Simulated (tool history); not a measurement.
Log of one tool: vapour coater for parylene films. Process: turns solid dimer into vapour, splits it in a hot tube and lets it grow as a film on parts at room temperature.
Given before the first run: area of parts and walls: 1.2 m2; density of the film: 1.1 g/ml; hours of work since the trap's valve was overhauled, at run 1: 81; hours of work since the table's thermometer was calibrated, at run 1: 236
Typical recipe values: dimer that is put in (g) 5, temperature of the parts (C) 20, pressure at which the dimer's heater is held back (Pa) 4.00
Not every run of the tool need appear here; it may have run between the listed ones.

run   hour  dimer that is put in (g)  temperature of the parts (C)  pressure at which the dimer's heater is held back (Pa)  hours of work since the trap's valve was overhauled  hours of work since the table's thermometer was calibrated  thickness of the film (nm)
  1    0.0                         5                            20                                                    4.00                                                   81                                                         236                        2150
  2   13.1                         5                            20                                                    4.00                                                   86                                                         242                        2130
  3   24.9                         5                            20                                                    4.00                                                   91                                                         247                        2120
  4   33.2                         5                            20                                                    4.00                                                   95                                                         250                        2110
  5   48.3                         4                            20                                                    4.00                                                  101                                                         257                        1700
  6   59.9                         4                            20                                                    4.00                                                  106                                                         262                        1680
  7   73.4                         8                            20                                                    4.00                                                  112                                                         267                        3370
  8   88.5                         8                            20                                                    4.00                                                  118                                                         274                        3370
  9  100.6                         8                            24                                                    4.00                                                  123                                                         279                        3160
 10  113.2                         8                            23                                                    4.00                                                  128                                                         284                        3280
 11  124.3                         8                            23                                                    4.00                                                  133                                                         289                        3240
 12  135.7                         8                            27                                                    4.00                                                  138                                                         293                        2990
 13  143.4                         2                            12                                                    7.17                                                  141                                                         297                         850
     148.8  -- trap's valve overhauled
 14  158.0                         9                            20                                                    3.45                                                    4                                                         301                        3810
 15  172.3                         9                            20                                                    3.45                                                   10                                                         307                        3810
 16  188.2                         9                            20                                                    3.45                                                   17                                                         314                        3800
 17  197.0                         9                            20                                                    3.45                                                   20                                                         318                        3840
     213.5  -- trap's valve overhauled, once more
 18  214.6                         4                            21                                                    2.54                                                    0                                                         323                        1790
 19  223.1                         4                            21                                                    2.54                                                    4                                                         327                        1800
 20  234.6                         4                            21                                                    2.54                                                    9                                                         332                        1780
 21  249.9                         2                            13                                                    9.14                                                   15                                                         338                         850

5 ways to go on from here, each from the tool as it stands after run 21. What would each give?
  A  258.6                         2                            21                                                    9.14                                                   19                                                         342                           ?
  B  258.6                         2                            13                                                    2.26                                                   19                                                         342                           ?
  C  258.6                         2                            13                                                    3.38                                                   19                                                         342                           ?
  D  258.6                         4                            13                                                    9.14                                                   19                                                         342                           ?
  E  258.6                         5                            13                                                    4.00                                                   19                                                         342                           ?

run  thickness of the film (nm)
  A                         730
  B                        1000
  C                         990
  D                        1710
  E                        2340
The same runs, with their run-to-run variation unchanged, on a tool lacking any hidden condition would have given:
run  thickness of the film (nm)
  A                         730
  B                        1000
  C                         990
  D                        1720
  E                        2360
